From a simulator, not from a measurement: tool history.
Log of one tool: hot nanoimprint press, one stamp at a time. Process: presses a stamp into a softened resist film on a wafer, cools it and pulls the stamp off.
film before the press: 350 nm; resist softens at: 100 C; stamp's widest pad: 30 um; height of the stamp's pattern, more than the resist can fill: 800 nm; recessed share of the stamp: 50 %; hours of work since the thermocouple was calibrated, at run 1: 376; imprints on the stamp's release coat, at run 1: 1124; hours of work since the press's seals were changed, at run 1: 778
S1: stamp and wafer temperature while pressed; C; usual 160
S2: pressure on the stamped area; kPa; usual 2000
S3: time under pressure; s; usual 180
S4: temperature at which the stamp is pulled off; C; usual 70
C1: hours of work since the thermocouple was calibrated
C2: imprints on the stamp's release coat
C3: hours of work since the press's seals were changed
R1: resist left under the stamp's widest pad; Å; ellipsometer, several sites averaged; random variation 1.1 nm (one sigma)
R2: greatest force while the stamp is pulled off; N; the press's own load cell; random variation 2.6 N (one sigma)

| run | day | S1 | S2 | S3 | S4 | C1 | C2 | C3 | R1 | R2 |
|---|---|---|---|---|---|---|---|---|---|---|
| 1 | 0.000 | 160 | 2000 | 180 | 70 | 376 | 1124 | 778 | 1662 | 127 |
| 2 | 2.296 | 149 | 2000 | 180 | 70 | 403 | 1255 | 805 | 2754 | 124 |
| 3 | 3.325 | 149 | 2000 | 180 | 70 | 415 | 1313 | 817 | 2740 | 123 |
| 4 | 5.100 | 149 | 2000 | 180 | 70 | 436 | 1415 | 838 | 2758 | 125 |
| 5 | 6.612 | 160 | 2000 | 180 | 70 | 454 | 1501 | 856 | 1684 | 116 |
| 6 | 8.367 | 160 | 3080 | 180 | 70 | 475 | 1601 | 877 | 1395 | 121 |
| 7 | 10.283 | 160 | 2000 | 180 | 70 | 498 | 1710 | 900 | 1685 | 125 |
| 8 | 11.971 | 160 | 2000 | 180 | 70 | 517 | 1807 | 919 | 1670 | 124 |
| 9 | 13.983 | 164 | 2000 | 180 | 70 | 541 | 1922 | 943 | 1337 | 124 |
| 10 | 16.492 | 160 | 2710 | 180 | 70 | 571 | 2065 | 973 | 1481 | 124 |
|  | 17.188 | plate thermocouple calibrated |
|  | 18.588 | stamp cleaned and given a new release coat |
| 11 | 18.954 | 160 | 2710 | 180 | 70 | 18 | 21 | 998 | 1477 | 123 |
| 12 | 20.317 | 150 | 2000 | 180 | 70 | 34 | 99 | 1014 | 2681 | 118 |
| 13 | 22.783 | 160 | 2700 | 180 | 70 | 63 | 239 | 1043 | 1484 | 125 |
| 14 | 24.079 | 160 | 1400 | 180 | 70 | 78 | 313 | 1058 | 1899 | 120 |

Forecast run 15:
| 15 | 25.317 | 160 | 2710 | 180 | 70 | 93 | 384 | 1073 | ? | ? |

Run 15 gave R1 1464 Å, R2 122 N.
Without the tool's hidden state the same run would have given R1 1460 Å, R2 122 N.

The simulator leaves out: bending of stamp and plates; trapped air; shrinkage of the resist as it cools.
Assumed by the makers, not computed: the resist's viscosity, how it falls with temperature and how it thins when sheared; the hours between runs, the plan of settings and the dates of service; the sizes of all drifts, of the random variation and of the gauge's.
